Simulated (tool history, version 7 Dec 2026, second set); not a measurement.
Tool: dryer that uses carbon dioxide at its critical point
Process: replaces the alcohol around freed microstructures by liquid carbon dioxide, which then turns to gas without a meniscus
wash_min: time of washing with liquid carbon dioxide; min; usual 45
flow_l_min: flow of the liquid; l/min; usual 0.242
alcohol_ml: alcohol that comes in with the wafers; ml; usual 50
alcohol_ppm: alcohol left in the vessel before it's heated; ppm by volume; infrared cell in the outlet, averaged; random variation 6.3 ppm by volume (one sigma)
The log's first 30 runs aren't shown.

run	hour	wash_min	flow_l_min	alcohol_ml	hours of work since the filter was changed	hours of work since the purifier's bed was changed	alcohol_ppm
31	331.1	54	0.306	33	344	476	87
32	347.2	31	0.242	50	356	488	1432
33	358.5	35	0.374	66	365	497	288
34	372.3	35	0.374	66	376	508	302
35	384.6	35	0.374	66	386	518	304
36	394	35	0.215	21	393	525	676
37	404.9	35	0.215	21	402	534	658
# hour 417.5: inlet filter changed
38	417.5	35	0.215	21	0	543	502
39	426	35	0.199	36	7	550	1025
40	442.8	45	0.306	64	20	563	163
41	457.4	45	0.288	50	32	575	178
42	465.5	58	0.275	31	38	581	86
43	478.3	58	0.157	31	48	591	418
44	492.7	56	0.166	25	60	603	322
45	509.7	27	0.273	52	73	616	1307
46	524.9	27	0.273	52	85	628	1328

Forecast each of these 5 alternatives for the next run:
A	542.1	27	0.38	82	99	642	?
B	542.1	51	0.237	52	99	642	?
C	542.1	66	0.327	50	99	642	?
D	542.1	43	0.159	36	99	642	?
E	542.1	29	0.387	50	99	642	?

run	alcohol_ppm
A	701
B	255
C	76
D	1173
E	327
Without the tool's hidden state the same runs would have given:
run	alcohol_ppm
A	567
B	164
C	9
D	1023
E	231
